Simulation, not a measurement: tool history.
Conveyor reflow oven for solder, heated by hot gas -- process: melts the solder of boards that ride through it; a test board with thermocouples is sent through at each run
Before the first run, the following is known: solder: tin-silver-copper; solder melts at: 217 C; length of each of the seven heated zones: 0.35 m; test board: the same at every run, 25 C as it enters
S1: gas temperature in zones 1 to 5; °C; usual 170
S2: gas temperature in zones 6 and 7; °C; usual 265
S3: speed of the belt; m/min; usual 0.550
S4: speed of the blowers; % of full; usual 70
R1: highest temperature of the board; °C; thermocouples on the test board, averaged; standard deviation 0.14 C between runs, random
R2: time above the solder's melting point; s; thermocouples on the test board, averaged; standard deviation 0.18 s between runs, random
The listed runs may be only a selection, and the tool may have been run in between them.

| run | hour | S1 | S2 | S3 | S4 | R1 | R2 |
|---|---|---|---|---|---|---|---|
| 1 | 0.0 | 170 | 265 | 0.550 | 70 | 255.4 | 60.5 |
| 2 | 41.9 | 170 | 265 | 0.550 | 70 | 255.4 | 60.1 |
| 3 | 83.1 | 170 | 265 | 0.550 | 57 | 252.9 | 57.9 |
| 4 | 102.6 | 170 | 265 | 0.550 | 70 | 255.1 | 60.1 |
| 5 | 133.6 | 170 | 265 | 0.550 | 70 | 255.1 | 60.2 |
| 6 | 171.3 | 170 | 265 | 0.550 | 70 | 254.7 | 60.1 |
| 7 | 193.5 | 170 | 265 | 0.550 | 70 | 254.9 | 60.3 |
| 8 | 231.2 | 157 | 259 | 0.495 | 69 | 250.2 | 60.2 |
|  | 239.3 | belt drive overhauled, speed set with a stopwatch |
| 9 | 265.1 | 176 | 256 | 0.522 | 69 | 248.2 | 61.3 |
| 10 | 296.9 | 173 | 256 | 0.522 | 51 | 245.0 | 56.1 |
| 11 | 320.7 | 168 | 265 | 0.522 | 79 | 256.9 | 64.6 |
| 12 | 354.2 | 175 | 269 | 0.520 | 58 | 258.4 | 67.4 |
| 13 | 394.6 | 170 | 274 | 0.550 | 62 | 261.1 | 63.7 |

Below are 3 alternative next runs, each starting from the tool's condition after run 13. Predict each:
| A | 429.5 | 170 | 276 | 0.446 | 54 | ? | ? |
| B | 429.5 | 170 | 265 | 0.634 | 70 | ? | ? |
| C | 429.5 | 177 | 265 | 0.522 | 83 | ? | ? |

| run | R1 | R2 |
|---|---|---|
| A | 267.8 | 83.8 |
| B | 250.0 | 48.0 |
| C | 258.1 | 68.8 |
Without the tool's hidden state the same runs would have given:
| run | R1 | R2 |
|---|---|---|
| A | 266.9 | 81.5 |
| B | 250.0 | 47.3 |
| C | 257.5 | 67.3 |
